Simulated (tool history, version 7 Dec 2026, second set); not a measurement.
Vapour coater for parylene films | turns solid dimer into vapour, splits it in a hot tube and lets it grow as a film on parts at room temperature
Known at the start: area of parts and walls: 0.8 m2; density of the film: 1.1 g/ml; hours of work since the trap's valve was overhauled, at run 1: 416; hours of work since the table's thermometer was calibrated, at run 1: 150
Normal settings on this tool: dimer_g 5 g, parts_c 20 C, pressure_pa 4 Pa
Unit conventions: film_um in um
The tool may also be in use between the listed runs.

run   hour  dimer_g  parts_c  pressure_pa  hours of work since the trap's valve was overhauled  hours of work since the table's thermometer was calibrated  film_um
  1      0        5       20            4                                                  416                                                         150     4.48
  2   23.8        5       15            4                                                  432                                                         166     5.33
  3   52.2        5       15            4                                                  452                                                         186     5.35
  4   83.8        6       20            4                                                  474                                                         208     5.29
  5  110.9        6       20            4                                                  492                                                         227     5.26
  6    146        6       20            4                                                  517                                                         251     5.28
  7  163.3        9       20            4                                                  529                                                         263     7.92
  8  196.2        9       20            4                                                  551                                                         286     7.92
  9  228.3        5       20            4                                                  574                                                         308     4.36
 10  258.2        5       20            4                                                  594                                                         329     4.35
     279.6  -- trap's valve overhauled
 11  288.3        5       20            4                                                    6                                                         347     4.55

Run 12 has not been measured yet. What should we expect?
 12  316.4        5       27            4                                                   25                                                         366        ?

film_um: 3.28 um
With no hidden state in the tool, this same run would have given film_um 3.33 um.
